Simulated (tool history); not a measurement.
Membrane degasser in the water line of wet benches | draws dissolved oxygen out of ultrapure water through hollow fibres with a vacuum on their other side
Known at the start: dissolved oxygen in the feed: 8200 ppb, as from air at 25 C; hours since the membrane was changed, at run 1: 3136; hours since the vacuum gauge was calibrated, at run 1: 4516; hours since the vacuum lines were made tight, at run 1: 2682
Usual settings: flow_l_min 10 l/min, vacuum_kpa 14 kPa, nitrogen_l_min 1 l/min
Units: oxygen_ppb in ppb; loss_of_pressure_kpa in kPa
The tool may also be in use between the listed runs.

| run | hour | flow_l_min | vacuum_kpa | nitrogen_l_min | hours since the membrane was changed | hours since the vacuum gauge was calibrated | hours since the vacuum lines were made tight | oxygen_ppb | loss_of_pressure_kpa |
|---|---|---|---|---|---|---|---|---|---|
| 1 | 0 | 10 | 14 | 1 | 3136 | 4516 | 2682 | 290 | 36.48 |
| 2 | 154.9 | 10 | 14 | 1 | 3291 | 4671 | 2837 | 290.6 | 36.66 |
| 3 | 291.2 | 10 | 14 | 1 | 3427 | 4807 | 2974 | 289 | 37.14 |
| 4 | 431.2 | 10 | 14 | 1 | 3567 | 4947 | 3113 | 283.2 | 36.71 |
| 5 | 521.4 | 10 | 14 | 1 | 3657 | 5038 | 3204 | 290.2 | 36.8 |
| 6 | 687.8 | 10 | 14 | 1 | 3823 | 5204 | 3370 | 290.7 | 36.8 |
| 7 | 799.2 | 10 | 14 | 1 | 3935 | 5315 | 3481 | 290.1 | 37.02 |
| 8 | 945.9 | 10 | 8.5 | 1 | 4082 | 5462 | 3628 | 165.4 | 36.96 |
| 9 | 1093.2 | 10 | 8.5 | 1 | 4229 | 5609 | 3776 | 170.3 | 36.93 |
| 10 | 1188 | 10 | 8.5 | 1 | 4324 | 5704 | 3870 | 169.5 | 36.88 |
| 11 | 1300.4 | 10 | 8.5 | 1 | 4436 | 5817 | 3983 | 168.6 | 37.1 |
| 12 | 1425.8 | 10 | 22.4 | 0.46 | 4561 | 5942 | 4108 | 908 | 37.19 |
| 13 | 1532 | 8 | 14 | 1.05 | 4668 | 6048 | 4214 | 219.1 | 29.83 |
| 14 | 1695.2 | 10 | 12.1 | 1.58 | 4831 | 6211 | 4378 | 176.2 | 37.09 |
| 15 | 1786.1 | 7 | 13.7 | 1 | 4922 | 6302 | 4468 | 197.5 | 25.91 |
|  | 1860.4 | seals of the vacuum lines changed |
| 16 | 1868.1 | 7 | 14 | 1.23 | 5002 | 6382 | 8 | 163.2 | 25.89 |
| 17 | 1942.3 | 10 | 19.8 | 2.48 | 5076 | 6456 | 82 | 199.6 | 37.65 |
| 18 | 2035.3 | 10 | 19.8 | 2.48 | 5169 | 6549 | 175 | 199.7 | 37.55 |
| 19 | 2145.7 | 10 | 9.9 | 1.63 | 5279 | 6660 | 285 | 139 | 37.37 |
| 20 | 2248.2 | 10 | 12.7 | 1.9 | 5382 | 6762 | 388 | 155.9 | 37.35 |
| 21 | 2395.8 | 10 | 9.6 | 2.09 | 5529 | 6910 | 535 | 112.9 | 37.11 |

3 ways to go on from here, each from the tool as it stands after run 21. What would each give?
| A | 2514.4 | 8 | 14 | 1.23 | 5648 | 7029 | 654 | ? | ? |
| B | 2514.4 | 11 | 8.7 | 2.09 | 5648 | 7029 | 654 | ? | ? |
| C | 2514.4 | 10 | 14 | 1.66 | 5648 | 7029 | 654 | ? | ? |

| run | oxygen_ppb | loss_of_pressure_kpa |
|---|---|---|
| A | 192.1 | 29.67 |
| B | 123.8 | 40.91 |
| C | 195.5 | 37.42 |
Without the tool's hidden state the same runs would have given:
| run | oxygen_ppb | loss_of_pressure_kpa |
|---|---|---|
| A | 178 | 28.58 |
| B | 106.9 | 39.41 |
| C | 179.4 | 36.05 |
